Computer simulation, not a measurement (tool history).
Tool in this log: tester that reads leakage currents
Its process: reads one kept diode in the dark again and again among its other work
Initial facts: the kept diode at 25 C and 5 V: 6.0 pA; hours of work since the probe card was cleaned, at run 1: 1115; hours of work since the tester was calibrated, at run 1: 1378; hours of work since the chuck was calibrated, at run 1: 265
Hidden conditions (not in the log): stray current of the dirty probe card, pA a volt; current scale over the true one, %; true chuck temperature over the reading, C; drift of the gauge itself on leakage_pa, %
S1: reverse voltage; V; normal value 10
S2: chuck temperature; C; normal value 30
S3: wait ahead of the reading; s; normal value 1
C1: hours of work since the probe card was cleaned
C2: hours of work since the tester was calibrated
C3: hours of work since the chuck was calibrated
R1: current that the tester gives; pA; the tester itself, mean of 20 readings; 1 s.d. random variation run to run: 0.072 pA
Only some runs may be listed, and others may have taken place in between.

Run 1, hour 0: usual settings; C1 1115; C2 1378; C3 265. Result: R1 19.5 pA.
Run 2, hour 76.2: usual settings; C1 1149; C2 1412; C3 299. Result: R1 19.65 pA.
Run 3, hour 186.6: usual settings but S1 15.7 V; C1 1198; C2 1461; C3 348. Result: R1 27.49 pA.
Run 4, hour 296.8: usual settings but S1 15.7 V, S3 0.54 s; C1 1247; C2 1510; C3 397. Result: R1 32.84 pA.
Run 5, hour 409.8: usual settings but S1 15.7 V, S3 0.54 s; C1 1297; C2 1561; C3 447. Result: R1 33.04 pA.
Run 6, hour 508.2: usual settings but S1 15.7 V, S3 0.54 s; C1 1341; C2 1605; C3 491. Result: R1 33.23 pA.
Run 7, hour 595.4: usual settings but S1 15.7 V, S3 0.54 s; C1 1380; C2 1643; C3 530. Result: R1 33.4 pA.
Run 8, hour 698.8: usual settings but S1 15.7 V, S3 0.54 s; C1 1426; C2 1689; C3 576. Result: R1 33.75 pA.
Run 9, hour 829: usual settings but S1 15.7 V, S3 0.54 s; C1 1484; C2 1747; C3 634. Result: R1 33.83 pA.
Run 10, hour 924.8: usual settings but S2 26 C; C1 1526; C2 1790; C3 677. Result: R1 17.01 pA.
Run 11, hour 990.6: usual settings but S2 26 C; C1 1556; C2 1819; C3 706. Result: R1 17.15 pA.
Run 12, hour 1097.6: usual settings but S2 43 C; C1 1603; C2 1867; C3 754. Result: R1 41.59 pA.
Run 13, hour 1202.6: usual settings but S2 39 C; C1 1650; C2 1914; C3 801. Result: R1 33.55 pA.
Run 14, hour 1297.8: usual settings but S2 39 C; C1 1693; C2 1956; C3 843. Result: R1 33.81 pA.
At hour 1309.1: probe card cleaned and baked.
Run 15, hour 1375.6: usual settings but S1 2.8 V; C1 30; C2 1990; C3 876. Result: R1 8.99 pA.
Run 16, hour 1505.7: usual settings but S1 2.8 V; C1 88; C2 2047; C3 934. Result: R1 8.96 pA.
Run 17, hour 1600.2: usual settings but S1 2.8 V; C1 130; C2 2090; C3 976. Result: R1 9.15 pA.
Run 18, hour 1671.4: usual settings; C1 161; C2 2121; C3 1008. Result: R1 22.61 pA.
Run 19, hour 1818.1: usual settings; C1 227; C2 2187; C3 1073. Result: R1 22.73 pA.
Run 20, hour 1898.8: usual settings; C1 263; C2 2222; C3 1109. Result: R1 23.08 pA.
Run 21, hour 2010: usual settings; C1 312; C2 2272; C3 1159. Result: R1 23.14 pA.
At hour 2021.3: tester calibrated.
Run 22, hour 2125.5: usual settings but S2 26 C, S3 1.24 s; C1 363; C2 46; C3 1209. Result: R1 18.33 pA.
At hour 2205.3: probe card cleaned and baked, once more.
Run 23, hour 2241.5: usual settings but S1 11.2 V, S2 39 C, S3 9.98 s; C1 16; C2 97; C3 1260. Result: R1 29.91 pA.
Run 24, hour 2309.1: usual settings but S3 1.71 s; C1 46; C2 127; C3 1290. Result: R1 17.09 pA.
Run 25, hour 2386.9: usual settings but S1 5.3 V, S2 48 C, S3 0.48 s; C1 81; C2 161; C3 1324. Result: R1 38.71 pA.
Run 26, hour 2532.8: usual settings but S1 5.3 V, S2 48 C, S3 0.48 s; C1 146; C2 226; C3 1389. Result: R1 38.76 pA.
Run 27, hour 2662.8: usual settings but S1 2.9 V, S2 47 C, S3 0.35 s; C1 204; C2 284; C3 1447. Result: R1 26.03 pA.
Run 28, hour 2776.7: usual settings but S1 4.2 V, S2 50 C; C1 254; C2 335; C3 1498. Result: R1 36.11 pA.
Run 29, hour 2888.7: usual settings but S1 4.2 V, S2 50 C; C1 304; C2 385; C3 1548. Result: R1 36.47 pA.
Run 30, hour 2951: usual settings but S1 3.2 V, S2 25 C, S3 0.99 s; C1 332; C2 413; C3 1575. Result: R1 6.68 pA.
Run 31, hour 3067.7: usual settings but S1 8.8 V; C1 384; C2 465; C3 1627. Result: R1 18.05 pA.
At hour 3164.3: chuck's temperature calibrated.
Run 32, hour 3204.7: usual settings but S1 8.8 V; C1 444; C2 525; C3 18. Result: R1 16.33 pA.
Run 33, hour 3349.5: usual settings but S1 11.7 V, S3 9.16 s; C1 509; C2 589; C3 82. Result: R1 16.06 pA.
Run 34, hour 3442.2: usual settings but S1 11.7 V, S2 22 C, S3 1.3 s; C1 550; C2 631; C3 124. Result: R1 12.74 pA.
Run 35, hour 3576.6: usual settings but S1 4.8 V, S2 22 C, S3 8.63 s; C1 610; C2 690; C3 184. Result: R1 5.48 pA.
Run 36, hour 3646.4: usual settings but S1 9.9 V, S2 24 C; C1 641; C2 721; C3 215. Result: R1 13.53 pA.
Run 37, hour 3729.1: usual settings but S1 14.5 V, S2 40 C, S3 9.14 s; C1 678; C2 758; C3 251. Result: R1 36.11 pA.
Run 38, hour 3802.4: usual settings but S1 1.6 V, S2 56 C, S3 2.39 s; C1 710; C2 791; C3 284. Result: R1 26.25 pA.
Run 39, hour 3933.1: usual settings but S1 11.9 V, S2 36 C, S3 9.26 s; C1 768; C2 849; C3 342. Result: R1 25.17 pA.
Run 40, hour 4020.2: usual settings but S1 4.5 V, S3 0.63 s; C1 807; C2 888; C3 381. Result: R1 11.83 pA.
Run 41, hour 4141.7: usual settings but S1 5.6 V, S3 7.33 s; C1 861; C2 942; C3 435. Result: R1 10.88 pA.

Branching from run 41: 3 alternative next runs. What would each branch give?
Run A, hour 4233.5: usual settings but S1 1.8 V, S2 26 C, S3 7.33 s; C1 902; C2 983; C3 476. Result: R1 ?.
Run B, hour 4233.5: usual settings but S1 13.8 V, S3 0.31 s; C1 902; C2 983; C3 476. Result: R1 ?.
Run C, hour 4233.5: usual settings but S1 5.6 V, S2 44 C, S3 0.95 s; C1 902; C2 983; C3 476. Result: R1 ?.

run     R1
  A   4.12
  B  36.28
  C   28.8
Take away the tool's hidden state, keep each run's random variation, and the runs would have read:
run     R1
  A   3.72
  B  33.63
  C  27.01

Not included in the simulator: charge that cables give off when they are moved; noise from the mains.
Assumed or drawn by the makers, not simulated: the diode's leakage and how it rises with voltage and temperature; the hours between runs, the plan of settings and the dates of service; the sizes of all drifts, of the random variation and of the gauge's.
